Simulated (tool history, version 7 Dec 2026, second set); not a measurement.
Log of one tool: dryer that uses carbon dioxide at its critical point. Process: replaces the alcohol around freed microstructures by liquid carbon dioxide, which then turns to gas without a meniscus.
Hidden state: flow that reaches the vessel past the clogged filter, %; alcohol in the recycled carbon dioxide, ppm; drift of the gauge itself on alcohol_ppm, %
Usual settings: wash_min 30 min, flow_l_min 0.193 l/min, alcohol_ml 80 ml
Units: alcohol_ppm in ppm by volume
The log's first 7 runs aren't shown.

run	hour	wash_min	flow_l_min	alcohol_ml	hours of work since the filter was changed	hours of work since the purifier's bed was changed	alcohol_ppm
8	72.6	30	0.193	80	502	225	829
9	81.4	30	0.252	80	505	228	224
10	88.3	30	0.252	80	508	231	232
11	101.5	30	0.193	80	513	236	840
12	116.8	30	0.193	80	519	242	840
13	127.8	30	0.243	80	523	246	263
14	136.6	30	0.243	80	526	249	295
15	147.2	30	0.193	46	530	253	513
16	154.7	30	0.193	46	533	256	515
17	165.4	30	0.193	46	537	260	513
18	172.5	30	0.193	80	540	263	846
19	183.7	30	0.193	80	544	267	853
20	196.3	30	0.193	48	549	272	555
21	205.4	30	0.193	80	552	276	869
22	215.9	30	0.193	80	556	280	871
23	226.4	30	0.193	80	560	284	903
24	238.8	30	0.193	80	565	288	870

Run 25 comes next. What will it give?
25	247.8	30	0.193	80	569	292	?

Run 25 gave alcohol_ppm 857 ppm by volume.
Without the tool's hidden state the same run would have given alcohol_ppm 398 ppm by volume.
